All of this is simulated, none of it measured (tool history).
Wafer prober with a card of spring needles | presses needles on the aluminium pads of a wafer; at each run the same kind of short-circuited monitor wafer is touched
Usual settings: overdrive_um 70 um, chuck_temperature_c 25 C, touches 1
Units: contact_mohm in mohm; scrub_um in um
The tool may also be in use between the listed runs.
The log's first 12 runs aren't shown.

run,hour,overdrive_um,chuck_temperature_c,touches,touches since the tips were cleaned,cleanings since the card got new needles,touches since the first contact's height was set,contact_mohm,scrub_um
13,79.0,70,25,3,4684,5,42240,135,16.01
14,84.5,70,25,3,5654,5,43210,136,16.03
15,89.5,70,25,3,6539,5,44095,136,16.05
# hour 91.5: tips cleaned on abrasive film
16,96.9,70,25,3,949,6,45372,131,15.96
17,102.4,70,25,3,1922,6,46345,129,15.96
18,111.8,70,35,1,3587,6,48010,155,15.99
19,120.7,58,47,2,5158,6,49581,157,13.24
20,128.7,58,83,1,6578,6,51001,183,13.22
# hour 130.9: tips cleaned on abrasive film
21,137.5,54,93,2,1158,7,52529,146,12.27
22,145.2,54,93,2,2534,7,53905,159,12.29
23,149.3,87,25,1,3244,7,54615,140,19.89
24,156.6,54,25,2,4532,7,55903,158,12.28
25,162.8,54,114,3,5630,7,57001,158,12.29
# hour 170.2: tips cleaned on abrasive film
26,170.6,54,114,3,80,8,58370,142,12.30
27,179.4,59,71,3,1627,8,59917,140,13.40
28,183.9,86,25,3,2421,8,60711,125,19.67
29,192.1,88,47,1,3868,8,62158,145,20.12
30,199.8,66,41,1,5243,8,63533,164,15.02
31,208.4,90,57,2,6752,8,65042,141,20.58
# hour 209.0: tips cleaned on abrasive film
32,217.8,67,82,2,1552,9,66687,141,15.25
33,223.0,69,25,3,2480,9,67615,132,15.68
34,232.0,74,68,1,4063,9,69198,155,16.82
35,240.0,70,125,3,5471,9,70606,150,15.94

Forecast each of these 3 alternatives for the next run:
A,244.7,70,30,3,6308,9,71443,?,?
B,244.7,70,84,1,6308,9,71443,?,?
C,244.7,51,45,2,6308,9,71443,?,?

run,contact_mohm,scrub_um
A,138,15.94
B,171,15.93
C,172,11.53
Without the tool's hidden state the same runs would have given:
run,contact_mohm,scrub_um
A,123,16.13
B,133,16.12
C,131,11.72

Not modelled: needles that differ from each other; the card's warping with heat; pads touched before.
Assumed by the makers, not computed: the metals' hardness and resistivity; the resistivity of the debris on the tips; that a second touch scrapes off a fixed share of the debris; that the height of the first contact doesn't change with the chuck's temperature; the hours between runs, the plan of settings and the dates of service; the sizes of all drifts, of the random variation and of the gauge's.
